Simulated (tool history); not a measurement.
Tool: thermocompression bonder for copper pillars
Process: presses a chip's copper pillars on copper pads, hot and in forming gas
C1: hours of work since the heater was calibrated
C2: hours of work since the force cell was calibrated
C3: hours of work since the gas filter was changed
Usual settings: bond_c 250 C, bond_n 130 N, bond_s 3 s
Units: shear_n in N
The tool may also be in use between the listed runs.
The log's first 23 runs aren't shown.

Run 24, hour 594.8: usual settings but bond_c 225 C, bond_n 89 N, bond_s 2 s; C1 434; C2 343; C3 131. Result: shear_n 30.9 N.
Run 25, hour 617.1: usual settings but bond_c 225 C, bond_n 89 N, bond_s 2 s; C1 443; C2 352; C3 140. Result: shear_n 31.8 N.
Run 26, hour 633.3: usual settings but bond_c 225 C, bond_n 89 N, bond_s 2 s; C1 450; C2 358; C3 146. Result: shear_n 31.1 N.
Run 27, hour 665.2: usual settings but bond_c 278 C, bond_n 87 N, bond_s 6 s; C1 463; C2 371; C3 159. Result: shear_n 104.3 N.
Run 28, hour 695.6: usual settings but bond_c 278 C, bond_n 87 N, bond_s 6 s; C1 475; C2 383; C3 171. Result: shear_n 103.7 N.
Run 29, hour 730.6: usual settings but bond_n 79 N, bond_s 6 s; C1 489; C2 398; C3 185. Result: shear_n 68.3 N.
Run 30, hour 751.7: usual settings but bond_c 259 C, bond_s 4 s; C1 497; C2 406; C3 194. Result: shear_n 101.4 N.
Run 31, hour 777.7: usual settings but bond_c 238 C, bond_n 81 N, bond_s 4 s; C1 508; C2 417; C3 204. Result: shear_n 46.9 N.
Run 32, hour 794: usual settings; C1 515; C2 423; C3 211. Result: shear_n 82.9 N.
Run 33, hour 811.2: usual settings but bond_c 277 C, bond_n 123 N, bond_s 4 s; C1 521; C2 430; C3 218. Result: shear_n 113 N.

Forecast each of these 4 alternatives for the next run:
Run A, hour 846.9: usual settings but bond_c 230 C, bond_n 129 N, bond_s 5 s; C1 536; C2 445; C3 232. Result: shear_n ?.
Run B, hour 846.9: usual settings but bond_n 170 N; C1 536; C2 445; C3 232. Result: shear_n ?.
Run C, hour 846.9: usual settings but bond_s 2 s; C1 536; C2 445; C3 232. Result: shear_n ?.
Run D, hour 846.9: usual settings but bond_c 278 C, bond_n 176 N; C1 536; C2 445; C3 232. Result: shear_n ?.

run  shear_n
  A       71
  B     99.1
  C     71.5
  D    130.4
Without the tool's hidden state the same runs would have given:
run  shear_n
  A     79.1
  B    108.1
  C     79.1
  D    139.2

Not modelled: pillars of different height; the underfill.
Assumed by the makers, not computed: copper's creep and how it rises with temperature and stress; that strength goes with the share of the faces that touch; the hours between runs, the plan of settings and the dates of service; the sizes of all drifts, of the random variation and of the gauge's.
